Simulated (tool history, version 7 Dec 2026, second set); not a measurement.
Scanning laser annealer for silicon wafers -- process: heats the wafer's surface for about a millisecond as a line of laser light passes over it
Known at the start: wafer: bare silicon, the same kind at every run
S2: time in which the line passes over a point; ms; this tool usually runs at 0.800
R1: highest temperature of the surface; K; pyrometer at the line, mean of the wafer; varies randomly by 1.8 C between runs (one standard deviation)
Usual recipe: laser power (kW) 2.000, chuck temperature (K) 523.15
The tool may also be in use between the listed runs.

{"run": 1, "hour": 0.0, "laser power (kW)": 2.0, "S2": 0.8, "chuck temperature (K)": 523.15, "R1": 1298.15}
{"run": 2, "hour": 8.7, "laser power (kW)": 2.0, "S2": 0.8, "chuck temperature (K)": 523.15, "R1": 1296.15}
{"run": 3, "hour": 16.8, "laser power (kW)": 2.0, "S2": 0.8, "chuck temperature (K)": 523.15, "R1": 1297.15}
{"run": 4, "hour": 24.3, "laser power (kW)": 2.0, "S2": 0.8, "chuck temperature (K)": 523.15, "R1": 1293.15}
{"run": 5, "hour": 30.1, "laser power (kW)": 2.0, "S2": 0.8, "chuck temperature (K)": 523.15, "R1": 1298.15}
{"run": 6, "hour": 39.9, "laser power (kW)": 2.0, "S2": 0.8, "chuck temperature (K)": 523.15, "R1": 1298.15}
{"run": 7, "hour": 44.9, "laser power (kW)": 2.0, "S2": 0.8, "chuck temperature (K)": 523.15, "R1": 1296.15}
{"run": 8, "hour": 51.2, "laser power (kW)": 2.0, "S2": 0.8, "chuck temperature (K)": 523.15, "R1": 1296.15}
{"run": 9, "hour": 60.6, "laser power (kW)": 2.0, "S2": 0.8, "chuck temperature (K)": 523.15, "R1": 1294.15}
{"run": 10, "hour": 70.4, "laser power (kW)": 2.0, "S2": 0.8, "chuck temperature (K)": 523.15, "R1": 1295.15}
{"run": 11, "hour": 79.6, "laser power (kW)": 2.0, "S2": 0.8, "chuck temperature (K)": 523.15, "R1": 1292.15}
{"run": 12, "hour": 89.8, "laser power (kW)": 1.962, "S2": 0.8, "chuck temperature (K)": 523.15, "R1": 1281.15}
{"run": 13, "hour": 98.0, "laser power (kW)": 1.962, "S2": 0.8, "chuck temperature (K)": 523.15, "R1": 1273.15}
{"run": 14, "hour": 108.2, "laser power (kW)": 1.962, "S2": 0.8, "chuck temperature (K)": 523.15, "R1": 1273.15}
{"run": 15, "hour": 118.3, "laser power (kW)": 1.804, "S2": 0.613, "chuck temperature (K)": 527.15, "R1": 1134.15}
{"run": 16, "hour": 125.2, "laser power (kW)": 1.896, "S2": 0.8, "chuck temperature (K)": 523.15, "R1": 1248.15}
{"run": 17, "hour": 134.4, "laser power (kW)": 2.068, "S2": 0.8, "chuck temperature (K)": 520.15, "R1": 1318.15}
{"run": 18, "hour": 142.2, "laser power (kW)": 1.868, "S2": 0.651, "chuck temperature (K)": 547.15, "R1": 1194.15}
{"run": 19, "hour": 148.5, "laser power (kW)": 1.974, "S2": 0.885, "chuck temperature (K)": 547.15, "R1": 1342.15}
{"run": 20, "hour": 157.3, "laser power (kW)": 1.974, "S2": 0.885, "chuck temperature (K)": 547.15, "R1": 1341.15}
{"run": 21, "hour": 162.8, "laser power (kW)": 1.974, "S2": 0.885, "chuck temperature (K)": 500.15, "R1": 1290.15}
{"run": 22, "hour": 168.6, "laser power (kW)": 1.884, "S2": 0.8, "chuck temperature (K)": 514.15, "R1": 1234.15}
{"run": 23, "hour": 173.8, "laser power (kW)": 1.884, "S2": 0.8, "chuck temperature (K)": 514.15, "R1": 1233.15}
{"run": 24, "hour": 180.5, "laser power (kW)": 2.0, "S2": 0.8, "chuck temperature (K)": 507.15, "R1": 1276.15}
{"run": 25, "hour": 190.1, "laser power (kW)": 2.025, "S2": 0.574, "chuck temperature (K)": 523.15, "R1": 1186.15}
{"run": 26, "hour": 201.2, "laser power (kW)": 1.93, "S2": 0.664, "chuck temperature (K)": 554.15, "R1": 1229.15}

Expected results for the next run?
{"run": 27, "hour": 206.4, "laser power (kW)": 1.93, "S2": 0.664, "chuck temperature (K)": 554.15, "R1": "?"}

Run 27 produced R1 1227.15 K.
Without the tool's hidden state the same run would have given R1 1248.15 K.

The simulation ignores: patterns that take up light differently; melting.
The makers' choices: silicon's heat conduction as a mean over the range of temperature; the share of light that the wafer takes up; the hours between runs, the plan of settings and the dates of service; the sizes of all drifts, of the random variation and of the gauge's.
